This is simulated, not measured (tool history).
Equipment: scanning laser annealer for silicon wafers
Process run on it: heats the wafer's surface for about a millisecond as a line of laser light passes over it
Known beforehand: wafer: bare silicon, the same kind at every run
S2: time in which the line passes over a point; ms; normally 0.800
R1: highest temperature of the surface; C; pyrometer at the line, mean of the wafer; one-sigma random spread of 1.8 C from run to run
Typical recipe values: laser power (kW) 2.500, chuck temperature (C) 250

run 1 hour=0.0 | laser_power_(kW)=2.500 S2=0.800 chuck_temperature_(C)=250 | R1=1011
-- hour=54.5 window over the wafer cleaned
run 2 hour=68.7 | laser_power_(kW)=2.500 S2=0.800 chuck_temperature_(C)=250 | R1=1043
run 3 hour=141.5 | laser_power_(kW)=2.500 S2=0.767 chuck_temperature_(C)=250 | R1=1026
run 4 hour=184.0 | laser_power_(kW)=2.500 S2=0.767 chuck_temperature_(C)=250 | R1=1021
run 5 hour=267.1 | laser_power_(kW)=2.500 S2=0.767 chuck_temperature_(C)=250 | R1=1013
-- hour=276.8 laser's power meter calibrated
run 6 hour=329.6 | laser_power_(kW)=2.519 S2=0.800 chuck_temperature_(C)=250 | R1=1034
run 7 hour=376.4 | laser_power_(kW)=2.394 S2=0.742 chuck_temperature_(C)=232 | R1=939
run 8 hour=416.4 | laser_power_(kW)=2.394 S2=0.905 chuck_temperature_(C)=232 | R1=1001
run 9 hour=499.3 | laser_power_(kW)=2.325 S2=0.848 chuck_temperature_(C)=250 | R1=964
-- hour=573.8 laser's power meter calibrated, once more
run 10 hour=575.8 | laser_power_(kW)=2.500 S2=0.963 chuck_temperature_(C)=250 | R1=1086
run 11 hour=627.0 | laser_power_(kW)=2.179 S2=0.837 chuck_temperature_(C)=250 | R1=905

Predict each of these 3 candidate next runs independently; none follows another, all start after run 11:
run A hour=674.2 | laser_power_(kW)=2.495 S2=0.837 chuck_temperature_(C)=287 | R1=?
run B hour=674.2 | laser_power_(kW)=2.662 S2=0.832 chuck_temperature_(C)=250 | R1=?
run C hour=674.2 | laser_power_(kW)=2.519 S2=0.837 chuck_temperature_(C)=274 | R1=?

run=A R1=1062
run=B R1=1093
run=C R1=1061
Without the tool's hidden state the same runs would have given:
run=A R1=1112
run=B R1=1147
run=C R1=1111
